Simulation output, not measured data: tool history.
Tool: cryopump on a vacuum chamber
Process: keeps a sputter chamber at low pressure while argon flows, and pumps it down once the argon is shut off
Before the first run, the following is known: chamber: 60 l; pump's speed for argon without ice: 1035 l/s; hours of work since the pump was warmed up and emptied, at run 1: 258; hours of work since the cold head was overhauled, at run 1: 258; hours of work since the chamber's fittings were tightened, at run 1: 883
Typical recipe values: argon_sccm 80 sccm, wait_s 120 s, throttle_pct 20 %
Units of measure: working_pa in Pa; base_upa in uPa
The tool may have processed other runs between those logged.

run	hour	argon_sccm	wait_s	throttle_pct	hours of work since the pump was warmed up and emptied	hours of work since the cold head was overhauled	hours of work since the chamber's fittings were tightened	working_pa	base_upa
1	0.0	80	120	20	258	258	883	0.6683	3.40
2	11.4	80	120	20	264	264	890	0.6632	3.51
3	25.3	80	120	20	272	272	898	0.6642	3.46
4	39.1	80	120	20	280	280	905	0.6572	3.49
5	58.6	80	120	20	291	291	917	0.6567	3.42
6	74.8	80	120	20	300	300	926	0.6647	3.52
7	87.4	80	120	20	307	307	933	0.6613	3.59
8	105.4	80	120	20	318	318	943	0.6611	3.59
9	128.1	80	120	20	330	330	956	0.6646	3.60
10	152.1	80	120	20	344	344	969	0.6645	3.62
11	169.0	75	120	20	353	353	979	0.6229	3.55
12	187.3	80	21	20	364	364	989	0.6647	7.92
13	207.3	80	236	20	375	375	1001	0.6699	3.25
14	230.2	80	236	20	388	388	1013	0.6686	3.31

Estimate the outcome of run 15 from the log above:
15	247.0	80	236	20	397	397	1023	?	?

{"run 15": {"working_pa": 0.6617, "base_upa": 3.27}}
If the tool had no hidden condition, the same run with the same run-to-run variation would have returned working_pa 0.6481 Pa, base_upa 0.74 uPa.

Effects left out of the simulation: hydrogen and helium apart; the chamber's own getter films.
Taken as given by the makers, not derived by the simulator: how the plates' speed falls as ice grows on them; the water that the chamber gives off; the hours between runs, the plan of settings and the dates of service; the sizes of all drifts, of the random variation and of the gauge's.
